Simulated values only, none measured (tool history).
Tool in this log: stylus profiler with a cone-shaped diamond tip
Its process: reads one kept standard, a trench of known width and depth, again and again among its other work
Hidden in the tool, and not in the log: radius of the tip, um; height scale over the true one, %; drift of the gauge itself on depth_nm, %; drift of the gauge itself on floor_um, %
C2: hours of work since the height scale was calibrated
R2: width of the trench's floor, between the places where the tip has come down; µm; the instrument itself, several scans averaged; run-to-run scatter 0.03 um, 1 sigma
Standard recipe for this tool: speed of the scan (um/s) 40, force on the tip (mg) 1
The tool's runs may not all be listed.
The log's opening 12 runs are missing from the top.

run 13 hour=578 | speed_of_the_scan_(um/s)=40 force_on_the_tip_(mg)=2.51 | scans_with_this_tip=3704 C2=401 | depth_of_the_trench_(Å)=10070.2 R2=25.83
run 14 hour=609.8 | speed_of_the_scan_(um/s)=16 force_on_the_tip_(mg)=2.51 | scans_with_this_tip=3826 C2=414 | depth_of_the_trench_(Å)=10070.8 R2=25.97
run 15 hour=675.9 | speed_of_the_scan_(um/s)=16 force_on_the_tip_(mg)=2.51 | scans_with_this_tip=4080 C2=442 | depth_of_the_trench_(Å)=10068.7 R2=25.91
run 16 hour=741.2 | speed_of_the_scan_(um/s)=16 force_on_the_tip_(mg)=2.51 | scans_with_this_tip=4332 C2=469 | depth_of_the_trench_(Å)=10074.5 R2=25.9
-- hour=746.9 height scale calibrated on a step standard
run 17 hour=773.7 | speed_of_the_scan_(um/s)=44 force_on_the_tip_(mg)=2.81 | scans_with_this_tip=4454 C2=11 | depth_of_the_trench_(Å)=10072 R2=25.74
run 18 hour=809 | speed_of_the_scan_(um/s)=159 force_on_the_tip_(mg)=1.53 | scans_with_this_tip=4590 C2=26 | depth_of_the_trench_(Å)=10044.3 R2=24.82
run 19 hour=859.4 | speed_of_the_scan_(um/s)=40 force_on_the_tip_(mg)=2.35 | scans_with_this_tip=4784 C2=47 | depth_of_the_trench_(Å)=10066 R2=25.7
run 20 hour=887.5 | speed_of_the_scan_(um/s)=115 force_on_the_tip_(mg)=0.78 | scans_with_this_tip=4892 C2=59 | depth_of_the_trench_(Å)=10025.7 R2=24.81
run 21 hour=933 | speed_of_the_scan_(um/s)=115 force_on_the_tip_(mg)=0.78 | scans_with_this_tip=5067 C2=78 | depth_of_the_trench_(Å)=10027.3 R2=24.74
run 22 hour=985.6 | speed_of_the_scan_(um/s)=12 force_on_the_tip_(mg)=2.9 | scans_with_this_tip=5269 C2=99 | depth_of_the_trench_(Å)=10076.8 R2=25.9
run 23 hour=1023.3 | speed_of_the_scan_(um/s)=59 force_on_the_tip_(mg)=1.97 | scans_with_this_tip=5414 C2=115 | depth_of_the_trench_(Å)=10054 R2=25.52
run 24 hour=1064.9 | speed_of_the_scan_(um/s)=59 force_on_the_tip_(mg)=1.97 | scans_with_this_tip=5574 C2=132 | depth_of_the_trench_(Å)=10053.7 R2=25.46
run 25 hour=1111.1 | speed_of_the_scan_(um/s)=35 force_on_the_tip_(mg)=0.48 | scans_with_this_tip=5752 C2=152 | depth_of_the_trench_(Å)=10011.4 R2=25.46
-- hour=1145.2 height scale calibrated on a step standard, once more
run 26 hour=1174.4 | speed_of_the_scan_(um/s)=40 force_on_the_tip_(mg)=1.36 | scans_with_this_tip=5994 C2=12 | depth_of_the_trench_(Å)=10058.9 R2=25.58
run 27 hour=1211 | speed_of_the_scan_(um/s)=49 force_on_the_tip_(mg)=1.71 | scans_with_this_tip=6134 C2=27 | depth_of_the_trench_(Å)=10067.2 R2=25.52
run 28 hour=1247.4 | speed_of_the_scan_(um/s)=94 force_on_the_tip_(mg)=1.87 | scans_with_this_tip=6274 C2=43 | depth_of_the_trench_(Å)=10069.2 R2=25.22
run 29 hour=1298.9 | speed_of_the_scan_(um/s)=77 force_on_the_tip_(mg)=0.65 | scans_with_this_tip=6472 C2=64 | depth_of_the_trench_(Å)=10038.5 R2=24.95
run 30 hour=1343.6 | speed_of_the_scan_(um/s)=77 force_on_the_tip_(mg)=0.65 | scans_with_this_tip=6644 C2=83 | depth_of_the_trench_(Å)=10037.6 R2=24.97
run 31 hour=1389.4 | speed_of_the_scan_(um/s)=12 force_on_the_tip_(mg)=1 | scans_with_this_tip=6821 C2=102 | depth_of_the_trench_(Å)=10043.6 R2=25.67

Each row is a separate what-if for the run after 31, all from the same tool condition, not one after another. Results?
run A hour=1428.6 | speed_of_the_scan_(um/s)=12 force_on_the_tip_(mg)=0.38 | scans_with_this_tip=6971 C2=118 | depth_of_the_trench_(Å)=? R2=?
run B hour=1428.6 | speed_of_the_scan_(um/s)=44 force_on_the_tip_(mg)=2.35 | scans_with_this_tip=6971 C2=118 | depth_of_the_trench_(Å)=? R2=?
run C hour=1428.6 | speed_of_the_scan_(um/s)=154 force_on_the_tip_(mg)=2.43 | scans_with_this_tip=6971 C2=118 | depth_of_the_trench_(Å)=? R2=?
run D hour=1428.6 | speed_of_the_scan_(um/s)=68 force_on_the_tip_(mg)=1 | scans_with_this_tip=6971 C2=118 | depth_of_the_trench_(Å)=? R2=?
run E hour=1428.6 | speed_of_the_scan_(um/s)=12 force_on_the_tip_(mg)=0.72 | scans_with_this_tip=6971 C2=118 | depth_of_the_trench_(Å)=? R2=?

run=A depth_of_the_trench_(Å)=10022.6 R2=25.59
run=B depth_of_the_trench_(Å)=10079.1 R2=25.51
run=C depth_of_the_trench_(Å)=10079.6 R2=24.88
run=D depth_of_the_trench_(Å)=10045.6 R2=25.17
run=E depth_of_the_trench_(Å)=10036.3 R2=25.64
Without the tool's hidden state the same runs would have given:
run=A depth_of_the_trench_(Å)=10018.8 R2=26.34
run=B depth_of_the_trench_(Å)=10075.3 R2=26.26
run=C depth_of_the_trench_(Å)=10075.8 R2=25.63
run=D depth_of_the_trench_(Å)=10041.8 R2=25.92
run=E depth_of_the_trench_(Å)=10032.5 R2=26.39
